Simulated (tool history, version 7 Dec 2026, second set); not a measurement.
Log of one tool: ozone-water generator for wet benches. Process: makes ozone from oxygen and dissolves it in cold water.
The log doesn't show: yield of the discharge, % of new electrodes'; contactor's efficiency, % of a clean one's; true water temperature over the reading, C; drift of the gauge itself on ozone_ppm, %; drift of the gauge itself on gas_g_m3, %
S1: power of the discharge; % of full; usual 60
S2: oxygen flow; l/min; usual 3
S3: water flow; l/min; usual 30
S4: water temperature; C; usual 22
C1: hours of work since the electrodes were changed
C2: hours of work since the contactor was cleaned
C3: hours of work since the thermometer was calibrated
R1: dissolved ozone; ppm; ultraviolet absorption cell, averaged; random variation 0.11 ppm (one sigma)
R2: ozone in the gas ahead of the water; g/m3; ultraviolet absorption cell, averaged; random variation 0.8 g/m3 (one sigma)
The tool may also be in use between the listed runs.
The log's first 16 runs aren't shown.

| run | hour | S1 | S2 | S3 | S4 | C1 | C2 | C3 | R1 | R2 |
|---|---|---|---|---|---|---|---|---|---|---|
|  | 361.5 | water thermometer calibrated, once more |
| 17 | 375.8 | 60 | 3 | 18 | 22 | 528 | 2430 | 10 | 9.7 | 125 |
| 18 | 402.1 | 60 | 3 | 18 | 22 | 547 | 2448 | 28 | 9.8 | 124 |
| 19 | 420.4 | 46 | 3 | 30 | 29 | 559 | 2461 | 41 | 4.1 | 96.9 |
| 20 | 446.9 | 46 | 3 | 30 | 29 | 578 | 2480 | 60 | 3.9 | 96.3 |
| 21 | 463 | 46 | 3 | 30 | 29 | 589 | 2491 | 71 | 4 | 98 |
| 22 | 479.7 | 46 | 3 | 30 | 29 | 601 | 2503 | 83 | 4 | 97.5 |
| 23 | 495.5 | 46 | 5.29 | 22 | 30 | 612 | 2514 | 94 | 6.1 | 79.5 |
| 24 | 511 | 60 | 3 | 22 | 22 | 623 | 2525 | 104 | 7.7 | 122.3 |
| 25 | 542.6 | 43 | 5.37 | 22 | 17 | 645 | 2547 | 127 | 7.3 | 73.2 |
| 26 | 572.9 | 43 | 5.37 | 22 | 17 | 666 | 2568 | 148 | 7.2 | 72.1 |
| 27 | 604.7 | 60 | 1.61 | 30 | 23 | 688 | 2590 | 170 | 4.3 | 154.8 |
| 28 | 629.4 | 60 | 1.61 | 30 | 23 | 705 | 2607 | 187 | 4.4 | 155.9 |
| 29 | 656.7 | 60 | 1.61 | 30 | 23 | 724 | 2626 | 206 | 4.2 | 153.4 |
| 30 | 687.6 | 60 | 1.61 | 30 | 23 | 746 | 2648 | 228 | 4.1 | 154.8 |
| 31 | 714.3 | 60 | 1.61 | 30 | 23 | 765 | 2667 | 247 | 4.2 | 152.4 |
| 32 | 728.1 | 60 | 3 | 30 | 17 | 774 | 2676 | 256 | 5.5 | 123.4 |
| 33 | 752.8 | 60 | 3 | 30 | 17 | 792 | 2694 | 273 | 5.6 | 123.9 |

Forecast each of these 3 alternatives for the next run:
| A | 785 | 72 | 3 | 27 | 22 | 814 | 2716 | 296 | ? | ? |
| B | 785 | 60 | 3 | 30 | 14 | 814 | 2716 | 296 | ? | ? |
| C | 785 | 60 | 3 | 23 | 23 | 814 | 2716 | 296 | ? | ? |

| run | R1 | R2 |
|---|---|---|
| A | 7.1 | 145.1 |
| B | 5.9 | 121.6 |
| C | 7.2 | 122.8 |
Without the tool's hidden state the same runs would have given:
| run | R1 | R2 |
|---|---|---|
| A | 7.5 | 149.1 |
| B | 6.2 | 124.4 |
| C | 7.6 | 125.7 |

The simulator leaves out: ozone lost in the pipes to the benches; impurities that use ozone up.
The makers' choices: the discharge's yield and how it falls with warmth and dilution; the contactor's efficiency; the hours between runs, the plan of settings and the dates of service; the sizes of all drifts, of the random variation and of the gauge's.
